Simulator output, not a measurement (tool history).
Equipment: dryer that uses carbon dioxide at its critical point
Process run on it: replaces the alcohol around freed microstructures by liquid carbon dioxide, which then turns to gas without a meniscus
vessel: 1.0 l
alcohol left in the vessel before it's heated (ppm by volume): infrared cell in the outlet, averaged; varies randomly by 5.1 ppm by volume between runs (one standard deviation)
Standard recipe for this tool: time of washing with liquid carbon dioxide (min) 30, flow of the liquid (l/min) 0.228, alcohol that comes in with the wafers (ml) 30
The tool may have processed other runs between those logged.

run,hour,time of washing with liquid carbon dioxide (min),flow of the liquid (l/min),alcohol that comes in with the wafers (ml),alcohol left in the vessel before it's heated (ppm by volume)
1,0,30,0.228,30,133
2,11.8,30,0.228,30,137
3,22.3,30,0.228,30,138
4,29.1,30,0.228,30,146
5,35.8,30,0.228,30,131
6,48.3,30,0.228,30,129
7,55.4,29,0.228,30,169
8,62.5,29,0.169,30,546
9,74.9,44,0.266,30,33
10,89,23,0.157,38,1961
11,96.1,21,0.38,24,78

Here are 5 independent what-if runs from the current tool condition. What would each one return?
A,110.2,21,0.212,24,?
B,110.2,30,0.322,30,?
C,110.2,24,0.228,30,?
D,110.2,21,0.139,21,?
E,110.2,23,0.228,30,?

run,alcohol left in the vessel before it's heated (ppm by volume)
A,651
B,37
C,370
D,1966
E,436
Had the tool no hidden state, the same runs would have come out as:
run,alcohol left in the vessel before it's heated (ppm by volume)
A,433
B,0
C,216
D,1526
E,264

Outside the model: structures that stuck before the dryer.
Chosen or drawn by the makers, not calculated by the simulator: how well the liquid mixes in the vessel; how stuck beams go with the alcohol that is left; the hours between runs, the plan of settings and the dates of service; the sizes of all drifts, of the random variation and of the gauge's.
